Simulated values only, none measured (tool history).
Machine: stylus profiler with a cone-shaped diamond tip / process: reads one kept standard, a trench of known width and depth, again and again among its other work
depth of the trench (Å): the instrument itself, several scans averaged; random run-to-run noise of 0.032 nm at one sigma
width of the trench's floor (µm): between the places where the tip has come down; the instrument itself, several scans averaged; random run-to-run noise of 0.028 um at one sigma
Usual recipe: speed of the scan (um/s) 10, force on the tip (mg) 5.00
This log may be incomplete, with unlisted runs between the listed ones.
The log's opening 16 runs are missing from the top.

run,hour,speed of the scan (um/s),force on the tip (mg),depth of the trench (Å),width of the trench's floor (µm)
17,212.3,19,14.66,1039.0,18.68
18,225.2,25,2.95,1012.2,18.60
19,234.9,22,2.95,1012.6,18.65
20,247.7,4,3.26,1012.7,18.69
21,265.9,21,2.14,1008.8,18.63
22,282.3,31,4.73,1017.6,18.60
23,301.6,9,8.34,1026.4,18.65
24,314.9,8,7.67,1024.8,18.70
25,331.1,5,1.77,1008.2,18.72
26,350.3,16,9.29,1028.1,18.66
27,358.2,16,9.29,1028.3,18.67
28,375.9,16,9.29,1028.3,18.65
29,385.8,22,1.92,1008.7,18.59
30,403.5,10,5.46,1019.1,18.64
31,419.0,2,3.37,1013.6,18.69

Predict each of these 3 candidate next runs independently; none follows another, all start after run 31:
A,430.0,6,8.18,?,?
B,430.0,18,3.37,?,?
C,430.0,2,2.62,?,?

run,depth of the trench (Å),width of the trench's floor (µm)
A,1025.8,18.64
B,1013.1,18.65
C,1011.0,18.70
The same runs, with their run-to-run variation unchanged, on a tool lacking any hidden condition would have given:
run,depth of the trench (Å),width of the trench's floor (µm)
A,1027.9,18.69
B,1015.3,18.70
C,1013.1,18.75

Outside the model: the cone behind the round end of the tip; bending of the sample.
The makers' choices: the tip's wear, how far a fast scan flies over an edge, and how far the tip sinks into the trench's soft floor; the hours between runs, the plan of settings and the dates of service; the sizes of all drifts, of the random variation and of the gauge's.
